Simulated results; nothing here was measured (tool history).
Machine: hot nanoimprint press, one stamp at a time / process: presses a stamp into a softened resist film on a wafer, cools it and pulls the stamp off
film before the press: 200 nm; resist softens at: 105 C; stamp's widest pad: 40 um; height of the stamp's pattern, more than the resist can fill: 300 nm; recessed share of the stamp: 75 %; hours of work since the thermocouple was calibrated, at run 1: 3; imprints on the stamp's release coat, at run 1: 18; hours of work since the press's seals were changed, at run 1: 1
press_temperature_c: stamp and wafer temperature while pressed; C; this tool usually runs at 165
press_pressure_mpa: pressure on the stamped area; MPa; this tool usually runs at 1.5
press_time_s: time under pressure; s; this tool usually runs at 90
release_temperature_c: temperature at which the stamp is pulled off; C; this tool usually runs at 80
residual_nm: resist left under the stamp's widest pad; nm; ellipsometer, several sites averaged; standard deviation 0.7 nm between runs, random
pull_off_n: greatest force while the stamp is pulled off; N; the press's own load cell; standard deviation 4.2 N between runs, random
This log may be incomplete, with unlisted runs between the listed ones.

run   hour  press_temperature_c  press_pressure_mpa  press_time_s  release_temperature_c  hours of work since the thermocouple was calibrated  imprints on the stamp's release coat  hours of work since the press's seals were changed  residual_nm  pull_off_n
  1      0                  165                 1.5            90                     80                                                    3                                    18                                                   1         83.5         204
  2    8.9                  165                 1.5            58                     80                                                    7                                    45                                                   5         99.2         203
  3   19.5                  165                 1.5            58                     67                                                   13                                    77                                                  11         98.1         291
  4     38                  166                 1.5            58                     67                                                   22                                   132                                                  20         91.2         286
  5   50.5                  166                 1.5            58                     67                                                   28                                   170                                                  26         92.6         294
  6   62.6                  166                 1.5            58                     67                                                   34                                   206                                                  32           91         304
  7   73.4                  165                 1.5            90                     80                                                   40                                   238                                                  38         82.9         220
  8   82.3                  165                 1.5            90                     80                                                   44                                   265                                                  42         81.8         217
  9   98.6                  165                 1.5            90                     80                                                   52                                   314                                                  50         81.5         228
 10  110.5                  165                 1.5            90                     80                                                   58                                   349                                                  56         81.9         223
 11  125.7                  165                1.67            90                     80                                                   66                                   395                                                  64         76.3         236
 12  134.9                  165                1.67            90                     80                                                   70                                   423                                                  68         76.3         229
 13  149.9                  174                 1.5            90                     80                                                   78                                   468                                                  76         44.8         239
 14  166.2                  174                 1.5            90                     80                                                   86                                   517                                                  84         44.4         234
 15  182.1                  165                 1.5            90                     80                                                   94                                   564                                                  92         80.6         243
 16  197.9                  170                1.53            64                     71                                                  102                                   612                                                 100         66.2         315
 17  212.5                  162                 1.5            90                     75                                                  109                                   655                                                 107         97.7         280
 18  223.6                  154                 1.5            90                     80                                                  115                                   689                                                 113        154.5         251
 19  242.6                  154                 1.5            90                     74                                                  124                                   745                                                 122        152.4         296
 20  258.2                  171                2.06            46                     65                                                  132                                   792                                                 130         60.7         366
 21  268.2                  164                0.97           175                     80                                                  137                                   822                                                 135           80         262
 22  285.8                  173                0.97           175                     80                                                  146                                   875                                                 144         42.4         264
 23  296.4                  173                0.97            58                     66                                                  151                                   907                                                 149         69.3         372
 24  311.3                  173                0.97            58                     66                                                  158                                   952                                                 156         69.2         379
 25  328.8                  173                0.97            58                     66                                                  167                                  1004                                                 165         68.9         385
 26  336.5                  165                 1.5            90                     67                                                  171                                  1027                                                 169         78.7         363
 27  348.8                  168                 1.5            90                     85                                                  177                                  1064                                                 175         65.4         230
 28  363.8                  168                0.93            91                     78                                                  185                                  1109                                                 183           80         301
 29  382.4                  168                0.93            91                     78                                                  194                                  1164                                                 192         79.9         297
 30    401                  168                0.93            91                     78                                                  203                                  1220                                                 201         80.7         300

Below, each run's measurement less what the same run would have read without the hidden state. Both values contain the same run-to-run variation, but the gauge's scatter may not be the same in both:
The tool's hidden condition here consists of: true temperature over the reading, C; pressure that arrives at the usual setting, %; grip of the stamp's worn release coat, % over a new coat's; drift of the gauge itself on residual_nm, %; drift of the gauge itself on pull_off_n, %.
run  residual_nm  pull_off_n
  1         +1.2          +2
  2         +1.2          +4
  3         +1.1          +8
  4         +0.8         +13
  5         +0.7         +16
  6         +0.5         +20
  7         +0.4         +16
  8         +0.3         +17
  9         +0.1         +22
 10           +0         +23
 11         -0.2         +27
 12         -0.3         +27
 13         -0.2         +32
 14         -0.3         +34
 15         -0.8         +37
 16         -0.7         +52
 17         -1.3         +49
 18         -1.5         +46
 19         -1.7         +57
 20         -1.1         +74
 21         -1.8         +54
 22           -1         +58
 23         -1.6         +85
 24         -1.7         +90
 25         -1.9         +94
 26         -2.3         +91
 27           -2         +57
 28         -2.5         +78
 29         -2.8         +80
 30         -3.1         +84
